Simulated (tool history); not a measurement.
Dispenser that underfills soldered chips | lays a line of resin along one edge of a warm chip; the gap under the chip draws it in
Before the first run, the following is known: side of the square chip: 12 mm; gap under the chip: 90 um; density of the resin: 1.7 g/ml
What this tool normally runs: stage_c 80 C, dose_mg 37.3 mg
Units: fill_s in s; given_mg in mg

| run | day | stage_c | dose_mg | fill_s | given_mg |
|---|---|---|---|---|---|
| 1 | 0.000 | 80 | 37.3 | 68.7 | 35.79 |
| 2 | 0.208 | 80 | 37.3 | 86.9 | 35.23 |
|  | 0.300 | new syringe of resin |
| 3 | 0.525 | 85 | 37.3 | 45.8 | 34.97 |
| 4 | 0.762 | 80 | 39.1 | 73.7 | 36.91 |
|  | 0.996 | new syringe of resin |
| 5 | 1.050 | 80 | 39.1 | 47.7 | 36.58 |
| 6 | 1.317 | 92 | 37.3 | 36.3 | 34.69 |
| 7 | 1.604 | 92 | 37.3 | 48.2 | 34.70 |
|  | 1.679 | new syringe of resin |
| 8 | 1.862 | 92 | 37.3 | 32.5 | 34.41 |
| 9 | 2.058 | 93 | 37.3 | 37.8 | 34.59 |
|  | 2.375 | new syringe of resin |
| 10 | 2.433 | 93 | 37.3 | 26.2 | 34.24 |
| 11 | 2.733 | 93 | 33.0 | 37.8 | 30.17 |
| 12 | 2.900 | 90 | 33.0 | 51.2 | 30.18 |
|  | 3.058 | new syringe of resin |
| 13 | 3.196 | 80 | 36.3 | 53.9 | 32.89 |
| 14 | 3.521 | 80 | 44.5 | 74.9 | 39.85 |
| 15 | 3.683 | 77 | 44.5 | 104.1 | 40.07 |
|  | 3.738 | new syringe of resin |
| 16 | 3.854 | 80 | 37.3 | 53.6 | 33.86 |
| 17 | 4.058 | 80 | 37.3 | 66.4 | 33.35 |
|  | 4.421 | new syringe of resin |
| 18 | 4.421 | 80 | 46.1 | 45.9 | 41.22 |
| 19 | 4.571 | 66 | 36.5 | 115.8 | 32.39 |
| 20 | 4.917 | 77 | 41.5 | 90.9 | 37.01 |
| 21 | 5.071 | 77 | 37.3 | 107.5 | 32.75 |
|  | 5.100 | new syringe of resin |
|  | 5.438 | dispensing valve cleaned and set on the balance |
| 22 | 5.458 | 92 | 36.5 | 36.4 | 36.30 |
|  | 5.825 | new syringe of resin |
| 23 | 5.825 | 95 | 44.1 | 21.6 | 43.68 |
| 24 | 6.108 | 77 | 37.3 | 73.8 | 36.73 |
| 25 | 6.400 | 77 | 33.6 | 99.3 | 32.81 |
|  | 6.504 | new syringe of resin |
| 26 | 6.612 | 95 | 38.8 | 25.4 | 37.78 |
| 27 | 6.904 | 74 | 43.9 | 99.0 | 43.08 |
| 28 | 7.138 | 80 | 44.0 | 92.3 | 42.66 |
|  | 7.183 | new syringe of resin |
| 29 | 7.350 | 80 | 44.0 | 56.5 | 42.63 |
| 30 | 7.558 | 75 | 39.5 | 87.8 | 37.96 |
| 31 | 7.771 | 81 | 37.3 | 82.2 | 35.62 |
|  | 7.883 | new syringe of resin |
| 32 | 7.983 | 81 | 37.3 | 50.2 | 35.92 |
| 33 | 8.225 | 81 | 37.3 | 65.0 | 35.85 |
| 34 | 8.392 | 86 | 38.5 | 60.5 | 36.87 |
|  | 8.571 | new syringe of resin |
| 35 | 8.708 | 87 | 38.5 | 38.1 | 36.59 |

Branching from run 35: 4 alternative next runs. What would each branch give?
| A | 9.067 | 91 | 46.6 | ? | ? |
| B | 9.067 | 83 | 37.3 | ? | ? |
| C | 9.067 | 80 | 32.9 | ? | ? |
| D | 9.067 | 71 | 41.5 | ? | ? |

| run | fill_s | given_mg |
|---|---|---|
| A | 45.4 | 44.21 |
| B | 67.1 | 35.46 |
| C | 80.5 | 31.17 |
| D | 124.8 | 39.14 |
With no hidden state in the tool, these same runs would have given:
| run | fill_s | given_mg |
|---|---|---|
| A | 25.3 | 46.66 |
| B | 37.0 | 37.42 |
| C | 44.2 | 32.90 |
| D | 68.2 | 41.31 |
